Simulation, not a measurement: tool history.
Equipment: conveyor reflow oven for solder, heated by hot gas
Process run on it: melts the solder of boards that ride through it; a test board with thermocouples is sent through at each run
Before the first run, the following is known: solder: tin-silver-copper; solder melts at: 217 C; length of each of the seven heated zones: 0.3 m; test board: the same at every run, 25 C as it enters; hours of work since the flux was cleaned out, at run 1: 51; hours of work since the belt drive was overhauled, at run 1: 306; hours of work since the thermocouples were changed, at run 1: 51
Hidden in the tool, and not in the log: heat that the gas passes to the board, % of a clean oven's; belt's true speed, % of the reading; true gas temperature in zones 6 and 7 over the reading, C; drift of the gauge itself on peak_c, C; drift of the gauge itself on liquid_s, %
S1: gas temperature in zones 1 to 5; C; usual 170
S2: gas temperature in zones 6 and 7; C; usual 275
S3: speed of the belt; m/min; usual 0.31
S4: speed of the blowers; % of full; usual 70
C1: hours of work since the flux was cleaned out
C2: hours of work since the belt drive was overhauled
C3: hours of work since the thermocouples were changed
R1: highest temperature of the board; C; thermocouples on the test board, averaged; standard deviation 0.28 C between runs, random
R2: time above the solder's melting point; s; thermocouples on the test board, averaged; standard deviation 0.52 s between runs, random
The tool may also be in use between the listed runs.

| run | day | S1 | S2 | S3 | S4 | C1 | C2 | C3 | R1 | R2 |
|---|---|---|---|---|---|---|---|---|---|---|
| 1 | 0 | 170 | 275 | 0.31 | 70 | 51 | 306 | 51 | 260.6 | 94.1 |
| 2 | 1.933 | 170 | 275 | 0.295 | 70 | 77 | 332 | 77 | 261.5 | 101 |
| 3 | 3.275 | 170 | 275 | 0.295 | 70 | 95 | 350 | 95 | 262.1 | 99.3 |
| 4 | 4.433 | 170 | 266 | 0.31 | 70 | 110 | 366 | 110 | 252.2 | 86.8 |
| 5 | 6.012 | 170 | 266 | 0.31 | 70 | 131 | 387 | 131 | 252.2 | 86.9 |
| 6 | 8.271 | 170 | 275 | 0.31 | 70 | 162 | 417 | 162 | 260.5 | 93.9 |
| 7 | 10.029 | 155 | 275 | 0.312 | 65 | 185 | 440 | 185 | 257 | 82.5 |
| 8 | 11.871 | 155 | 275 | 0.312 | 65 | 210 | 465 | 210 | 256.4 | 82.8 |
| 9 | 13.712 | 177 | 265 | 0.31 | 73 | 234 | 489 | 234 | 253.3 | 90.8 |

Forecast run 10:
|  | 14.554 | flux residue cleaned out of gas plates and filters |
| 10 | 15.583 | 165 | 275 | 0.296 | 70 | 14 | 512 | 256 | ? | ? |

R1: 261 C
R2: 95.4 s
With no hidden state in the tool, this same run would have given R1 261 C, R2 95.4 s.
